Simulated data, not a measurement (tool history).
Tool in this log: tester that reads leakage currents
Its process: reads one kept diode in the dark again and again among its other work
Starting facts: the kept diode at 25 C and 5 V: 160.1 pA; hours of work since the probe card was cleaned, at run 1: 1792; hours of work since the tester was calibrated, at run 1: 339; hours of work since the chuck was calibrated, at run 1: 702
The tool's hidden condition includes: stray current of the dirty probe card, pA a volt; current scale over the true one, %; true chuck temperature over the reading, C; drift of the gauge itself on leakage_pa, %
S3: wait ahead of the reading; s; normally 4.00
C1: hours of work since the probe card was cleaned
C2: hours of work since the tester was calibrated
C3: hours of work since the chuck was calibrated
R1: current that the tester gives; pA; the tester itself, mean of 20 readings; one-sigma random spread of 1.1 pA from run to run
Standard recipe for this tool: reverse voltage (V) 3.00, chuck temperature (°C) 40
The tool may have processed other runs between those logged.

run 1 hour=0.0 | reverse_voltage_(V)=3.00 chuck_temperature_(°C)=40 S3=4.00 | C1=1792 C2=339 C3=702 | R1=386.89
run 2 hour=23.7 | reverse_voltage_(V)=3.00 chuck_temperature_(°C)=40 S3=4.00 | C1=1807 C2=355 C3=718 | R1=386.91
run 3 hour=59.6 | reverse_voltage_(V)=3.00 chuck_temperature_(°C)=40 S3=4.00 | C1=1831 C2=379 C3=742 | R1=387.32
run 4 hour=78.7 | reverse_voltage_(V)=3.00 chuck_temperature_(°C)=40 S3=3.73 | C1=1844 C2=392 C3=755 | R1=386.20
run 5 hour=95.2 | reverse_voltage_(V)=3.00 chuck_temperature_(°C)=40 S3=3.73 | C1=1855 C2=402 C3=766 | R1=386.21
run 6 hour=114.2 | reverse_voltage_(V)=3.00 chuck_temperature_(°C)=40 S3=7.85 | C1=1868 C2=415 C3=778 | R1=387.06
run 7 hour=140.0 | reverse_voltage_(V)=10.84 chuck_temperature_(°C)=40 S3=4.00 | C1=1885 C2=432 C3=795 | R1=695.28
run 8 hour=158.7 | reverse_voltage_(V)=3.00 chuck_temperature_(°C)=40 S3=4.00 | C1=1897 C2=445 C3=808 | R1=390.64
run 9 hour=183.2 | reverse_voltage_(V)=3.00 chuck_temperature_(°C)=40 S3=7.65 | C1=1914 C2=461 C3=824 | R1=388.91
run 10 hour=213.8 | reverse_voltage_(V)=3.00 chuck_temperature_(°C)=40 S3=7.65 | C1=1934 C2=482 C3=845 | R1=387.86
run 11 hour=245.5 | reverse_voltage_(V)=3.00 chuck_temperature_(°C)=40 S3=1.56 | C1=1955 C2=503 C3=866 | R1=391.71
run 12 hour=273.4 | reverse_voltage_(V)=2.05 chuck_temperature_(°C)=40 S3=4.00 | C1=1974 C2=521 C3=884 | R1=329.70
run 13 hour=295.9 | reverse_voltage_(V)=2.05 chuck_temperature_(°C)=40 S3=4.00 | C1=1989 C2=536 C3=899 | R1=332.11
run 14 hour=311.9 | reverse_voltage_(V)=3.00 chuck_temperature_(°C)=40 S3=1.75 | C1=2000 C2=547 C3=910 | R1=393.46
run 15 hour=344.1 | reverse_voltage_(V)=3.00 chuck_temperature_(°C)=40 S3=4.00 | C1=2021 C2=568 C3=932 | R1=396.66
run 16 hour=361.0 | reverse_voltage_(V)=3.00 chuck_temperature_(°C)=40 S3=4.00 | C1=2032 C2=580 C3=943 | R1=393.78
run 17 hour=379.9 | reverse_voltage_(V)=3.00 chuck_temperature_(°C)=40 S3=3.79 | C1=2045 C2=592 C3=955 | R1=395.93
run 18 hour=407.5 | reverse_voltage_(V)=3.00 chuck_temperature_(°C)=40 S3=3.79 | C1=2063 C2=611 C3=974 | R1=394.88
run 19 hour=422.4 | reverse_voltage_(V)=3.00 chuck_temperature_(°C)=41 S3=4.00 | C1=2073 C2=621 C3=984 | R1=421.41
run 20 hour=444.7 | reverse_voltage_(V)=8.41 chuck_temperature_(°C)=40 S3=4.00 | C1=2088 C2=636 C3=999 | R1=630.65
run 21 hour=479.7 | reverse_voltage_(V)=8.41 chuck_temperature_(°C)=40 S3=7.94 | C1=2111 C2=659 C3=1022 | R1=632.18
run 22 hour=507.1 | reverse_voltage_(V)=8.41 chuck_temperature_(°C)=40 S3=7.94 | C1=2130 C2=677 C3=1040 | R1=630.18
run 23 hour=542.5 | reverse_voltage_(V)=9.47 chuck_temperature_(°C)=46 S3=0.71 | C1=2153 C2=701 C3=1064 | R1=969.70
run 24 hour=575.4 | reverse_voltage_(V)=4.54 chuck_temperature_(°C)=46 S3=1.40 | C1=2175 C2=723 C3=1086 | R1=701.64
-- hour=580.9 probe card cleaned and baked
run 25 hour=609.1 | reverse_voltage_(V)=6.72 chuck_temperature_(°C)=38 S3=4.00 | C1=19 C2=743 C3=1106 | R1=508.45
run 26 hour=635.8 | reverse_voltage_(V)=3.56 chuck_temperature_(°C)=40 S3=0.38 | C1=37 C2=761 C3=1124 | R1=435.50
run 27 hour=652.3 | reverse_voltage_(V)=3.56 chuck_temperature_(°C)=40 S3=0.38 | C1=48 C2=772 C3=1135 | R1=437.11
run 28 hour=668.1 | reverse_voltage_(V)=10.19 chuck_temperature_(°C)=34 S3=4.09 | C1=58 C2=782 C3=1146 | R1=478.99
run 29 hour=684.3 | reverse_voltage_(V)=10.19 chuck_temperature_(°C)=30 S3=0.96 | C1=69 C2=793 C3=1156 | R1=370.87
run 30 hour=718.7 | reverse_voltage_(V)=17.97 chuck_temperature_(°C)=34 S3=4.00 | C1=92 C2=816 C3=1179 | R1=627.05
run 31 hour=751.7 | reverse_voltage_(V)=4.85 chuck_temperature_(°C)=41 S3=1.75 | C1=114 C2=838 C3=1201 | R1=537.05
run 32 hour=783.1 | reverse_voltage_(V)=4.85 chuck_temperature_(°C)=41 S3=1.75 | C1=135 C2=859 C3=1222 | R1=537.61
-- hour=793.5 probe card cleaned and baked, once more
run 33 hour=808.2 | reverse_voltage_(V)=15.57 chuck_temperature_(°C)=44 S3=0.30 | C1=10 C2=874 C3=1237 | R1=1083.44
run 34 hour=824.6 | reverse_voltage_(V)=3.01 chuck_temperature_(°C)=27 S3=4.64 | C1=21 C2=885 C3=1248 | R1=166.53
run 35 hour=842.4 | reverse_voltage_(V)=3.00 chuck_temperature_(°C)=57 S3=4.00 | C1=33 C2=897 C3=1260 | R1=1133.63
run 36 hour=861.4 | reverse_voltage_(V)=3.00 chuck_temperature_(°C)=57 S3=8.63 | C1=45 C2=909 C3=1272 | R1=1128.68
run 37 hour=884.7 | reverse_voltage_(V)=3.00 chuck_temperature_(°C)=57 S3=8.63 | C1=61 C2=925 C3=1288 | R1=1141.11
run 38 hour=907.5 | reverse_voltage_(V)=3.00 chuck_temperature_(°C)=57 S3=8.63 | C1=76 C2=940 C3=1303 | R1=1137.01
run 39 hour=931.1 | reverse_voltage_(V)=5.65 chuck_temperature_(°C)=31 S3=5.59 | C1=92 C2=956 C3=1319 | R1=294.32
run 40 hour=948.6 | reverse_voltage_(V)=3.00 chuck_temperature_(°C)=40 S3=1.90 | C1=103 C2=968 C3=1331 | R1=402.23
run 41 hour=980.9 | reverse_voltage_(V)=3.00 chuck_temperature_(°C)=40 S3=1.90 | C1=125 C2=989 C3=1352 | R1=404.22

Here are 3 independent what-if runs from the current tool condition. What would each one return?
run A hour=1015.3 | reverse_voltage_(V)=1.77 chuck_temperature_(°C)=49 S3=2.04 | C1=148 C2=1012 C3=1375 | R1=?
run B hour=1015.3 | reverse_voltage_(V)=5.11 chuck_temperature_(°C)=40 S3=4.00 | C1=148 C2=1012 C3=1375 | R1=?
run C hour=1015.3 | reverse_voltage_(V)=3.00 chuck_temperature_(°C)=40 S3=3.30 | C1=148 C2=1012 C3=1375 | R1=?

run=A R1=564.12
run=B R1=512.89
run=C R1=402.90
Without the tool's hidden state the same runs would have given:
run=A R1=503.72
run=B R1=454.85
run=C R1=357.39

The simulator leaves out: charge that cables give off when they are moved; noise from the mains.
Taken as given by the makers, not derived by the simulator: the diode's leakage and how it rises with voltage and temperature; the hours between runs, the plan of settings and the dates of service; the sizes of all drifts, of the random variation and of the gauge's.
